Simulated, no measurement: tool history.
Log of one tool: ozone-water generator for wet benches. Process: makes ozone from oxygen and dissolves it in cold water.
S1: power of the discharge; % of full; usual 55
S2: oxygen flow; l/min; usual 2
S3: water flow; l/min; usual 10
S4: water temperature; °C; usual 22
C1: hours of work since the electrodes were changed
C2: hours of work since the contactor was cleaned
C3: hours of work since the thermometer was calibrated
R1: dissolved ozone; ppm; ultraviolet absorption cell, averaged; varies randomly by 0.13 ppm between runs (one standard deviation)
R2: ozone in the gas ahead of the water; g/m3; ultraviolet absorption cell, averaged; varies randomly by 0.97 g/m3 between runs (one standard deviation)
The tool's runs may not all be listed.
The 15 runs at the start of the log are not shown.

{"run": 16, "hour": 653.3, "S1": 55, "S2": 2, "S3": 10, "S4": 22, "C1": 2343, "C2": 5557, "C3": 53, "R1": 12.2, "R2": 158.8}
{"run": 17, "hour": 702.2, "S1": 82, "S2": 2, "S3": 11, "S4": 22, "C1": 2385, "C2": 5599, "C3": 95, "R1": 15.5, "R2": 222.6}
{"hour": 734.6, "done": "water thermometer calibrated, once more"}
{"run": 18, "hour": 752.6, "S1": 80, "S2": 2, "S3": 10, "S4": 22, "C1": 2428, "C2": 5642, "C3": 15, "R1": 16.6, "R2": 217.6}
{"run": 19, "hour": 798.5, "S1": 70, "S2": 1.44, "S3": 13, "S4": 15, "C1": 2468, "C2": 5682, "C3": 55, "R1": 10.8, "R2": 219.5}
{"run": 20, "hour": 837.2, "S1": 70, "S2": 1.44, "S3": 13, "S4": 15, "C1": 2501, "C2": 5715, "C3": 88, "R1": 10.8, "R2": 217.9}
{"run": 21, "hour": 869.3, "S1": 70, "S2": 1.44, "S3": 13, "S4": 15, "C1": 2528, "C2": 5742, "C3": 116, "R1": 10.9, "R2": 221.7}
{"run": 22, "hour": 925.7, "S1": 70, "S2": 1.44, "S3": 13, "S4": 20, "C1": 2577, "C2": 5791, "C3": 164, "R1": 10.4, "R2": 216.1}
{"run": 23, "hour": 951.7, "S1": 55, "S2": 2.78, "S3": 10, "S4": 22, "C1": 2599, "C2": 5813, "C3": 187, "R1": 12.9, "R2": 143.3}
{"run": 24, "hour": 990.2, "S1": 55, "S2": 1.09, "S3": 8, "S4": 22, "C1": 2633, "C2": 5846, "C3": 220, "R1": 12.7, "R2": 193.5}
{"run": 25, "hour": 1039.1, "S1": 55, "S2": 1.09, "S3": 8, "S4": 22, "C1": 2675, "C2": 5889, "C3": 262, "R1": 12.4, "R2": 194.4}
{"run": 26, "hour": 1066.5, "S1": 40, "S2": 2, "S3": 10, "S4": 22, "C1": 2698, "C2": 5912, "C3": 286, "R1": 9.3, "R2": 122.5}
{"run": 27, "hour": 1125.7, "S1": 89, "S2": 2, "S3": 10, "S4": 18, "C1": 2749, "C2": 5963, "C3": 337, "R1": 19, "R2": 238.3}
{"run": 28, "hour": 1163.5, "S1": 93, "S2": 1.99, "S3": 10, "S4": 22, "C1": 2782, "C2": 5996, "C3": 369, "R1": 18.9, "R2": 245.3}
{"run": 29, "hour": 1205.4, "S1": 53, "S2": 2, "S3": 10, "S4": 22, "C1": 2818, "C2": 6032, "C3": 405, "R1": 11.8, "R2": 153.6}
{"run": 30, "hour": 1234.9, "S1": 53, "S2": 2, "S3": 10, "S4": 22, "C1": 2843, "C2": 6057, "C3": 431, "R1": 11.8, "R2": 153.6}
{"run": 31, "hour": 1286.7, "S1": 59, "S2": 2, "S3": 8, "S4": 22, "C1": 2888, "C2": 6102, "C3": 475, "R1": 15.4, "R2": 167.9}

Branching from run 31: 3 alternative next runs. What would each branch give?
{"run": "A", "hour": 1319.7, "S1": 59, "S2": 1.04, "S3": 16, "S4": 22, "C1": 2916, "C2": 6130, "C3": 504, "R1": "?", "R2": "?"}
{"run": "B", "hour": 1319.7, "S1": 40, "S2": 2, "S3": 6, "S4": 14, "C1": 2916, "C2": 6130, "C3": 504, "R1": "?", "R2": "?"}
{"run": "C", "hour": 1319.7, "S1": 77, "S2": 2, "S3": 10, "S4": 19, "C1": 2916, "C2": 6130, "C3": 504, "R1": "?", "R2": "?"}

run=A R1=5.8 R2=209.6
run=B R1=16.6 R2=122.3
run=C R1=16.6 R2=210.7
Take away the tool's hidden state, keep each run's random variation, and the runs would have read:
run=A R1=6.5 R2=220.6
run=B R1=17.8 R2=126.2
run=C R1=18.7 R2=224.7

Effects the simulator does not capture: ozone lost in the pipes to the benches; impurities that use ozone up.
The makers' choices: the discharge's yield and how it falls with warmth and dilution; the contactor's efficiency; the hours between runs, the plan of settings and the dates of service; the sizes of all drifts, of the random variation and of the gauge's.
